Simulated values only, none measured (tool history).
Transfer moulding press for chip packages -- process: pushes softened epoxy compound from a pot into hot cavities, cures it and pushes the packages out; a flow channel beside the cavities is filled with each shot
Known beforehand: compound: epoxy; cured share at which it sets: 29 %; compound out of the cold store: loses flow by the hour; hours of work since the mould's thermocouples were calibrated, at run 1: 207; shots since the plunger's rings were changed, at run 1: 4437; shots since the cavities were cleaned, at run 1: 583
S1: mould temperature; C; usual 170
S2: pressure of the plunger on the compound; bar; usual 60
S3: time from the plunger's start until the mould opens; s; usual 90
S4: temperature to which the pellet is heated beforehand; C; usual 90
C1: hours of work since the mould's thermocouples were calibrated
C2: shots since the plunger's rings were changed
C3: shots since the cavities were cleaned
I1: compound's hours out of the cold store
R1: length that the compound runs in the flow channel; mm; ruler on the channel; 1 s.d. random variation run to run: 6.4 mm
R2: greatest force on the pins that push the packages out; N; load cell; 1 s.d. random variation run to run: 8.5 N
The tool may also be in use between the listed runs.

{"run": 1, "hour": 0.0, "S1": 170, "S2": 60, "S3": 90, "S4": 90, "C1": 207, "C2": 4437, "C3": 583, "I1": 29.6, "R1": 771, "R2": 513}
{"run": 2, "hour": 15.5, "S1": 163, "S2": 60, "S3": 90, "S4": 90, "C1": 217, "C2": 4636, "C3": 782, "I1": 29.9, "R1": 781, "R2": 828}
{"run": 3, "hour": 37.8, "S1": 163, "S2": 60, "S3": 90, "S4": 90, "C1": 232, "C2": 4920, "C3": 1066, "I1": 34.1, "R1": 757, "R2": 817}
{"hour": 48.1, "done": "cavities cleaned with cleaning compound and waxed"}
{"run": 4, "hour": 63.5, "S1": 165, "S2": 60, "S3": 90, "S4": 90, "C1": 248, "C2": 5229, "C3": 196, "I1": 24.5, "R1": 792, "R2": 821}
{"hour": 77.0, "done": "plunger's sealing rings changed"}
{"run": 5, "hour": 79.1, "S1": 165, "S2": 60, "S3": 90, "S4": 90, "C1": 257, "C2": 26, "C3": 363, "I1": 18.8, "R1": 889, "R2": 819}
{"run": 6, "hour": 104.3, "S1": 170, "S2": 60, "S3": 90, "S4": 97, "C1": 274, "C2": 348, "C3": 685, "I1": 32.8, "R1": 802, "R2": 548}
{"run": 7, "hour": 120.3, "S1": 170, "S2": 60, "S3": 90, "S4": 97, "C1": 284, "C2": 552, "C3": 889, "I1": 33.8, "R1": 791, "R2": 531}
{"hour": 144.2, "done": "cavities cleaned with cleaning compound and waxed"}
{"run": 8, "hour": 147.6, "S1": 170, "S2": 60, "S3": 90, "S4": 97, "C1": 302, "C2": 881, "C3": 43, "I1": 12.5, "R1": 890, "R2": 374}
{"hour": 152.0, "done": "mould's thermocouples calibrated"}
{"run": 9, "hour": 171.7, "S1": 170, "S2": 60, "S3": 90, "S4": 97, "C1": 13, "C2": 1163, "C3": 325, "I1": 23.2, "R1": 833, "R2": 468}
{"run": 10, "hour": 185.9, "S1": 170, "S2": 60, "S3": 90, "S4": 97, "C1": 23, "C2": 1345, "C3": 507, "I1": 20.8, "R1": 849, "R2": 527}
{"run": 11, "hour": 204.6, "S1": 170, "S2": 60, "S3": 90, "S4": 97, "C1": 35, "C2": 1584, "C3": 746, "I1": 44.4, "R1": 734, "R2": 508}
{"hour": 213.1, "done": "cavities cleaned with cleaning compound and waxed, once more"}
{"run": 12, "hour": 233.1, "S1": 170, "S2": 60, "S3": 90, "S4": 97, "C1": 53, "C2": 1928, "C3": 255, "I1": 22, "R1": 831, "R2": 471}
{"run": 13, "hour": 257.9, "S1": 170, "S2": 67.8, "S3": 90, "S4": 90, "C1": 70, "C2": 2244, "C3": 571, "I1": 47.9, "R1": 758, "R2": 495}
{"run": 14, "hour": 278.0, "S1": 170, "S2": 67.8, "S3": 90, "S4": 84, "C1": 83, "C2": 2502, "C3": 829, "I1": 27.4, "R1": 860, "R2": 527}
{"run": 15, "hour": 301.6, "S1": 174, "S2": 60, "S3": 123, "S4": 90, "C1": 99, "C2": 2803, "C3": 1130, "I1": 17.7, "R1": 834, "R2": 408}
{"hour": 307.2, "done": "cavities cleaned with cleaning compound and waxed"}
{"run": 16, "hour": 318.0, "S1": 167, "S2": 60, "S3": 96, "S4": 90, "C1": 109, "C2": 2993, "C3": 138, "I1": 13.8, "R1": 866, "R2": 452}
{"run": 17, "hour": 341.6, "S1": 167, "S2": 60, "S3": 96, "S4": 90, "C1": 124, "C2": 3295, "C3": 440, "I1": 27.8, "R1": 803, "R2": 518}
{"run": 18, "hour": 356.3, "S1": 177, "S2": 45.7, "S3": 96, "S4": 90, "C1": 134, "C2": 3481, "C3": 626, "I1": 20.4, "R1": 700, "R2": 388}
{"run": 19, "hour": 368.3, "S1": 170, "S2": 60, "S3": 98, "S4": 86, "C1": 142, "C2": 3636, "C3": 781, "I1": 35.2, "R1": 752, "R2": 468}
{"run": 20, "hour": 386.1, "S1": 164, "S2": 60, "S3": 92, "S4": 86, "C1": 154, "C2": 3862, "C3": 1007, "I1": 34.8, "R1": 772, "R2": 773}
{"hour": 401.5, "done": "cavities cleaned with cleaning compound and waxed"}
{"run": 21, "hour": 405.9, "S1": 164, "S2": 60, "S3": 92, "S4": 86, "C1": 166, "C2": 4096, "C3": 57, "I1": 35.5, "R1": 758, "R2": 521}
{"run": 22, "hour": 417.9, "S1": 170, "S2": 46, "S3": 107, "S4": 92, "C1": 174, "C2": 4249, "C3": 210, "I1": 46.9, "R1": 611, "R2": 353}
{"run": 23, "hour": 434.7, "S1": 170, "S2": 74.4, "S3": 90, "S4": 88, "C1": 185, "C2": 4464, "C3": 425, "I1": 38.4, "R1": 806, "R2": 475}
{"run": 24, "hour": 458.2, "S1": 170, "S2": 53.1, "S3": 90, "S4": 81, "C1": 201, "C2": 4763, "C3": 724, "I1": 19.7, "R1": 752, "R2": 549}
{"run": 25, "hour": 476.5, "S1": 170, "S2": 53.1, "S3": 90, "S4": 81, "C1": 213, "C2": 4996, "C3": 957, "I1": 35.4, "R1": 693, "R2": 536}
{"hour": 495.7, "done": "cavities cleaned with cleaning compound and waxed"}
{"run": 26, "hour": 497.5, "S1": 170, "S2": 53.1, "S3": 90, "S4": 81, "C1": 226, "C2": 5245, "C3": 22, "I1": 15.5, "R1": 770, "R2": 396}
{"hour": 509.8, "done": "plunger's sealing rings changed"}
{"run": 27, "hour": 514.9, "S1": 170, "S2": 53.1, "S3": 90, "S4": 81, "C1": 236, "C2": 66, "C3": 213, "I1": 33.5, "R1": 752, "R2": 430}

5 ways to go on from here, each from the tool as it stands after run 27. What would each give?
{"run": "A", "hour": 531.3, "S1": 166, "S2": 60, "S3": 112, "S4": 90, "C1": 247, "C2": 276, "C3": 423, "I1": 44.3, "R1": "?", "R2": "?"}
{"run": "B", "hour": 531.3, "S1": 170, "S2": 60, "S3": 79, "S4": 81, "C1": 247, "C2": 276, "C3": 423, "I1": 47.2, "R1": "?", "R2": "?"}
{"run": "C", "hour": 531.3, "S1": 170, "S2": 53.1, "S3": 90, "S4": 91, "C1": 247, "C2": 276, "C3": 423, "I1": 47.2, "R1": "?", "R2": "?"}
{"run": "D", "hour": 531.3, "S1": 165, "S2": 57, "S3": 79, "S4": 90, "C1": 247, "C2": 276, "C3": 423, "I1": 19.3, "R1": "?", "R2": "?"}
{"run": "E", "hour": 531.3, "S1": 163, "S2": 60.2, "S3": 109, "S4": 90, "C1": 247, "C2": 276, "C3": 423, "I1": 18.5, "R1": "?", "R2": "?"}

run=A R1=766 R2=403
run=B R1=738 R2=627
run=C R1=699 R2=464
run=D R1=850 R2=943
run=E R1=898 R2=541
What these runs would have given with no unlogged condition in the tool:
run=A R1=772 R2=292
run=B R1=744 R2=465
run=C R1=704 R2=342
run=D R1=857 R2=699
run=E R1=905 R2=401

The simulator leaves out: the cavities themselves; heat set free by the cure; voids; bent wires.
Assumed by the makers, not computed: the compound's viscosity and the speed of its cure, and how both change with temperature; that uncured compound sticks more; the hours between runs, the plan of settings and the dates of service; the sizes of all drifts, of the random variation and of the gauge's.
